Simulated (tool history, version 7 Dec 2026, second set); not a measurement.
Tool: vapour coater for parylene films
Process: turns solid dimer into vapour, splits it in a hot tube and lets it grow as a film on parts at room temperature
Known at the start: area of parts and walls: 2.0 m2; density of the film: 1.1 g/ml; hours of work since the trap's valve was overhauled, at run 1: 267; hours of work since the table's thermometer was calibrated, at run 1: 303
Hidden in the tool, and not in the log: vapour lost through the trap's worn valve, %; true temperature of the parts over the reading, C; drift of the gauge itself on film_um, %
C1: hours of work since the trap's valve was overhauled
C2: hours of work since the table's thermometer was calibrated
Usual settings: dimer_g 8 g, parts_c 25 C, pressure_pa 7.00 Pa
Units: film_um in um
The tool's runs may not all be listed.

Run 1, day 0.000: usual settings; C1 267; C2 303. Result: film_um 1.76 um.
Run 2, day 1.046: usual settings; C1 277; C2 313. Result: film_um 1.74 um.
Run 3, day 1.600: usual settings; C1 283; C2 319. Result: film_um 1.75 um.
Run 4, day 2.633: usual settings; C1 293; C2 329. Result: film_um 1.73 um.
Run 5, day 3.633: usual settings; C1 303; C2 339. Result: film_um 1.72 um.
Run 6, day 4.712: usual settings; C1 313; C2 349. Result: film_um 1.72 um.
Run 7, day 5.308: usual settings; C1 319; C2 355. Result: film_um 1.73 um.
Run 8, day 6.383: usual settings but parts_c 31 C; C1 329; C2 365. Result: film_um 1.44 um.
Run 9, day 7.275: usual settings; C1 338; C2 374. Result: film_um 1.70 um.
Run 10, day 8.042: usual settings; C1 346; C2 382. Result: film_um 1.72 um.
Run 11, day 8.767: usual settings but dimer_g 13 g, parts_c 28 C, pressure_pa 3.21 Pa; C1 353; C2 389. Result: film_um 3.05 um.
At day 8.875: table's thermometer calibrated.
Run 12, day 9.754: usual settings but dimer_g 13 g, parts_c 28 C, pressure_pa 3.21 Pa; C1 362; C2 9. Result: film_um 3.05 um.
Run 13, day 10.683: usual settings but dimer_g 13 g, parts_c 21 C, pressure_pa 7.82 Pa; C1 371; C2 18. Result: film_um 3.02 um.
Run 14, day 11.608: usual settings but dimer_g 13 g, parts_c 21 C, pressure_pa 7.82 Pa; C1 380; C2 27. Result: film_um 3.05 um.
Run 15, day 12.396: usual settings but dimer_g 13 g, parts_c 21 C, pressure_pa 7.82 Pa; C1 388; C2 34. Result: film_um 2.99 um.
Run 16, day 12.854: usual settings but dimer_g 13 g, parts_c 21 C, pressure_pa 7.82 Pa; C1 393; C2 39. Result: film_um 3.01 um.

Forecast run 17:
Run 17, day 13.571: usual settings but dimer_g 13 g, parts_c 21 C, pressure_pa 7.82 Pa; C1 400; C2 46. Result: film_um ?.

film_um: 3.01 um
Without the tool's hidden state the same run would have given film_um 3.35 um.

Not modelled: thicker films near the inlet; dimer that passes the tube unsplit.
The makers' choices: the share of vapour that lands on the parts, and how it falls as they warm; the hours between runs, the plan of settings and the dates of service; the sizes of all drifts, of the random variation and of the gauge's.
